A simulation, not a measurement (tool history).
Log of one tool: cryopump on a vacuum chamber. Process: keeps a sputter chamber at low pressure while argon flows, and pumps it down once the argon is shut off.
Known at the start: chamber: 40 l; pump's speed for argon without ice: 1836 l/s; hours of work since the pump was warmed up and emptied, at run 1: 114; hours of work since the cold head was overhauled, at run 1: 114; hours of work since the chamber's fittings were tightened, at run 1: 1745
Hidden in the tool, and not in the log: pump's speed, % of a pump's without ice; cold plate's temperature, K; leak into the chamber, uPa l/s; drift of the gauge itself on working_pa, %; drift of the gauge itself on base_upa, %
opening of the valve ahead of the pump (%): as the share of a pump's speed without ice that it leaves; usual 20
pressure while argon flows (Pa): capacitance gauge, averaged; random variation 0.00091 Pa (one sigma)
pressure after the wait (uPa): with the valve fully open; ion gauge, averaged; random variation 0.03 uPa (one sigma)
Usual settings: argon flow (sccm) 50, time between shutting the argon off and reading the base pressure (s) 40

| run | day | argon flow (sccm) | time between shutting the argon off and reading the base pressure (s) | opening of the valve ahead of the pump (%) | hours of work since the pump was warmed up and emptied | hours of work since the cold head was overhauled | hours of work since the chamber's fittings were tightened | pressure while argon flows (Pa) | pressure after the wait (uPa) |
|---|---|---|---|---|---|---|---|---|---|
| 1 | 0.000 | 50 | 40 | 20 | 114 | 114 | 1745 | 0.2321 | 3.47 |
| 2 | 0.871 | 50 | 40 | 20 | 128 | 128 | 1759 | 0.2318 | 3.39 |
| 3 | 2.112 | 50 | 40 | 20 | 148 | 148 | 1779 | 0.2322 | 3.39 |
| 4 | 3.238 | 50 | 257 | 20 | 165 | 165 | 1796 | 0.2306 | 2.35 |
| 5 | 4.225 | 50 | 257 | 20 | 181 | 181 | 1812 | 0.2302 | 2.36 |
| 6 | 4.921 | 50 | 257 | 20 | 192 | 192 | 1823 | 0.2311 | 2.34 |
| 7 | 5.950 | 36 | 33 | 18 | 208 | 208 | 1839 | 0.1857 | 3.85 |
| 8 | 6.850 | 36 | 33 | 18 | 223 | 223 | 1854 | 0.1851 | 3.70 |
| 9 | 8.212 | 23 | 40 | 20 | 244 | 244 | 1875 | 0.1082 | 3.51 |
| 10 | 9.662 | 23 | 40 | 20 | 267 | 267 | 1898 | 0.1061 | 3.54 |
| 11 | 11.154 | 23 | 40 | 52 | 291 | 291 | 1922 | 0.0425 | 3.62 |
| 12 | 12.212 | 26 | 39 | 22 | 308 | 308 | 1939 | 0.1102 | 3.68 |

Measured less the same run without the tool's hidden state. The same run-to-run variation is in both; the gauge's scatter may not be:
| run | pressure while argon flows (Pa) | pressure after the wait (uPa) |
|---|---|---|
| 1 | +0.0013 | +1.92 |
| 2 | +0.0014 | +1.89 |
| 3 | +0.0015 | +1.90 |
| 4 | +0.0017 | +1.98 |
| 5 | +0.0019 | +1.97 |
| 6 | +0.0019 | +1.95 |
| 7 | +0.0016 | +2.05 |
| 8 | +0.0017 | +1.99 |
| 9 | +0.0011 | +2.03 |
| 10 | +0.0013 | +2.06 |
| 11 | +0.0014 | +2.15 |
| 12 | +0.0017 | +2.15 |
